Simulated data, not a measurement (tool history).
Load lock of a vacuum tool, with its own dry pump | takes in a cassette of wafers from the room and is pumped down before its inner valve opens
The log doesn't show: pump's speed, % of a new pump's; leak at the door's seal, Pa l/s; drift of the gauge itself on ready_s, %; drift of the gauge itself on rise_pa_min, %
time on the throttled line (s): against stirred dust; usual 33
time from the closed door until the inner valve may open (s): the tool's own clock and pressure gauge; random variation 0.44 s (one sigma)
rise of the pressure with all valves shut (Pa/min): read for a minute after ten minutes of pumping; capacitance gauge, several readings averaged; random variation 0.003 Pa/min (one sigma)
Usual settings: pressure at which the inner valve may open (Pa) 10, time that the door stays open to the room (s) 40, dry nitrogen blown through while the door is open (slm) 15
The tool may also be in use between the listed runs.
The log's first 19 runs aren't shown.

run	hour	time on the throttled line (s)	pressure at which the inner valve may open (Pa)	time that the door stays open to the room (s)	dry nitrogen blown through while the door is open (slm)	hours that the pump has run since its overhaul	times that the door has closed on its seal	incoming humidity of the room's air, %	time from the closed door until the inner valve may open (s)	rise of the pressure with all valves shut (Pa/min)
20	4603.2	60	7	26	8	6404	26919	44.9	78.9	0.279
21	4872.3	25	7	51	8	6673	27436	46.9	49.8	0.302
22	5121.9	25	7	51	8	6923	27916	47.2	49.2	0.310
23	5307.4	25	13	97	36	7108	28272	47.4	48.3	0.295
24	5613.4	57	13	74	18	7414	28860	47.7	74.5	0.318
25	5853.9	57	13	74	18	7655	29322	45.7	74.4	0.323
26	6008.9	43	15	74	12	7810	29620	43.4	61.9	0.326
27	6146.0	43	15	64	12	7947	29884	41.8	63.1	0.320
28	6368.3	40	13	60	12	8169	30311	45.1	60.8	0.336
29	6656.2	34	10	96	15	8457	30864	45.0	56.6	0.350
30	6945.2	33	15	40	7	8746	31419	46.1	54.5	0.352
31	7178.9	21	10	72	15	8980	31868	45.4	46.1	0.362
32	7434.2	33	10	134	4	9235	32359	46.2	55.1	0.433
33	7733.1	33	10	124	15	9534	32933	46.5	56.4	0.393

4 ways to go on from here, each from the tool as it stands after run 33. What would each give?
A	8027.6	41	10	170	15	9828	33499	42.8	?	?
B	8027.6	33	10	40	20	9828	33499	45.9	?	?
C	8027.6	33	15	31	5	9828	33499	44.1	?	?
D	8027.6	33	12	124	40	9828	33499	45.8	?	?

run	time from the closed door until the inner valve may open (s)	rise of the pressure with all valves shut (Pa/min)
A	61.9	0.408
B	57.3	0.360
C	53.7	0.366
D	55.9	0.353
Without the tool's hidden state the same runs would have given:
run	time from the closed door until the inner valve may open (s)	rise of the pressure with all valves shut (Pa/min)
A	59.2	0.104
B	54.4	0.055
C	51.0	0.061
D	53.1	0.052
